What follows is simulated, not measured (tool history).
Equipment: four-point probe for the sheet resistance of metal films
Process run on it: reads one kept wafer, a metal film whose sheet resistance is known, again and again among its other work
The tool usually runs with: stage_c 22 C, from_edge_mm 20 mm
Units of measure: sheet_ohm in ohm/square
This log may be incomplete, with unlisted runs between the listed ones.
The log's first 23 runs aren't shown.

{"run": 24, "hour": 727.6, "stage_c": 22, "from_edge_mm": 20, "sheet_ohm": 5.631147}
{"run": 25, "hour": 750.8, "stage_c": 34, "from_edge_mm": 36, "sheet_ohm": 5.583066}
{"run": 26, "hour": 790.5, "stage_c": 28, "from_edge_mm": 56, "sheet_ohm": 5.602246}
{"run": 27, "hour": 813.9, "stage_c": 28, "from_edge_mm": 56, "sheet_ohm": 5.602115}
{"run": 28, "hour": 832.6, "stage_c": 18, "from_edge_mm": 25, "sheet_ohm": 5.642167}
{"run": 29, "hour": 860.3, "stage_c": 28, "from_edge_mm": 65, "sheet_ohm": 5.605561}
{"run": 30, "hour": 883.5, "stage_c": 28, "from_edge_mm": 65, "sheet_ohm": 5.599818}
{"run": 31, "hour": 929.0, "stage_c": 27, "from_edge_mm": 12, "sheet_ohm": 5.62668}
{"run": 32, "hour": 953.6, "stage_c": 19, "from_edge_mm": 32, "sheet_ohm": 5.638282}
{"run": 33, "hour": 988.4, "stage_c": 27, "from_edge_mm": 11, "sheet_ohm": 5.631867}
{"run": 34, "hour": 1015.6, "stage_c": 29, "from_edge_mm": 23, "sheet_ohm": 5.604909}
{"run": 35, "hour": 1036.1, "stage_c": 19, "from_edge_mm": 7, "sheet_ohm": 5.696516}
{"run": 36, "hour": 1071.9, "stage_c": 18, "from_edge_mm": 18, "sheet_ohm": 5.647207}
{"run": 37, "hour": 1114.4, "stage_c": 18, "from_edge_mm": 18, "sheet_ohm": 5.647453}
{"run": 38, "hour": 1142.0, "stage_c": 20, "from_edge_mm": 20, "sheet_ohm": 5.640975}
{"run": 39, "hour": 1181.4, "stage_c": 23, "from_edge_mm": 37, "sheet_ohm": 5.623223}
{"run": 40, "hour": 1220.8, "stage_c": 22, "from_edge_mm": 8, "sheet_ohm": 5.671028}
{"run": 41, "hour": 1261.2, "stage_c": 22, "from_edge_mm": 8, "sheet_ohm": 5.673853}
{"run": 42, "hour": 1295.2, "stage_c": 18, "from_edge_mm": 47, "sheet_ohm": 5.64009}
{"run": 43, "hour": 1328.9, "stage_c": 32, "from_edge_mm": 4, "sheet_ohm": 5.774503}
{"run": 44, "hour": 1365.5, "stage_c": 32, "from_edge_mm": 4, "sheet_ohm": 5.775345}

Here are 3 independent what-if runs from the current tool condition. What would each one return?
{"run": "A", "hour": 1396.0, "stage_c": 22, "from_edge_mm": 20, "sheet_ohm": "?"}
{"run": "B", "hour": 1396.0, "stage_c": 33, "from_edge_mm": 26, "sheet_ohm": "?"}
{"run": "C", "hour": 1396.0, "stage_c": 20, "from_edge_mm": 11, "sheet_ohm": "?"}

run=A sheet_ohm=5.633239
run=B sheet_ohm=5.592813
run=C sheet_ohm=5.656603
Had the tool no hidden state, the same runs would have come out as:
run=A sheet_ohm=5.623789
run=B sheet_ohm=5.583333
run=C sheet_ohm=5.647136
